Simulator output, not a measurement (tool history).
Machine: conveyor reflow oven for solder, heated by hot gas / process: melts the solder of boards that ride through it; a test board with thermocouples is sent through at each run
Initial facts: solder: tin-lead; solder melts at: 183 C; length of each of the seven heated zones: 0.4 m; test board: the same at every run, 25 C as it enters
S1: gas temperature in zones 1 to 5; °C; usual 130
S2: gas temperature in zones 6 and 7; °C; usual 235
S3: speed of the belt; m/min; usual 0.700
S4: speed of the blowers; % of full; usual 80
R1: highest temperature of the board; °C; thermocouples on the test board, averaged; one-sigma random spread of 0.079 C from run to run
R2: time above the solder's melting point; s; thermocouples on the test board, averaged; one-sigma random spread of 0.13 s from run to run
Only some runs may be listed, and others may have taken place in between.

run   hour   S1   S2     S3  S4      R1    R2
  1    0.0  130  235  0.700  80  220.67  53.0
  2    8.3  130  235  0.752  80  218.55  47.3
  3   16.0  130  235  0.752  80  218.40  47.5
  4   21.9  130  235  0.700  87  221.82  53.6
  5   29.6  130  235  0.700  87  221.73  53.5
  6   38.1  130  235  0.700  87  221.82  53.7
  7   43.9  130  235  0.700  87  221.84  53.6
  8   54.8  132  235  0.700  80  221.01  53.5
  9   62.5  130  235  0.700  80  220.76  52.7
 10   74.9  130  236  0.700  80  221.73  53.2
 11   85.7  130  235  0.700  80  220.59  52.7
 12   97.8  130  227  0.700  80  213.48  48.1
 13  103.9  124  235  0.700  80  219.86  50.7
 14  113.5  124  235  0.700  80  219.82  50.8
 15  123.8  130  235  0.700  59  216.62  49.3
 16  136.6  130  235  0.700  80  220.67  52.6
 17  143.5  130  235  0.700  80  220.62  52.6
 18  149.5  130  237  0.700  83  223.02  54.4
 19  160.3  142  237  0.700  59  220.65  55.8
 20  172.7  130  235  0.700  85  221.27  53.4

The next listed run, before its measurement:
 21  180.9  130  235  0.700  85   ?   ?

{"run 21": {"R1": 221.38, "R2": 53.5}}
If the tool had no hidden condition, the same run with the same run-to-run variation would have returned R1 221.76 °C, R2 53.0 s.
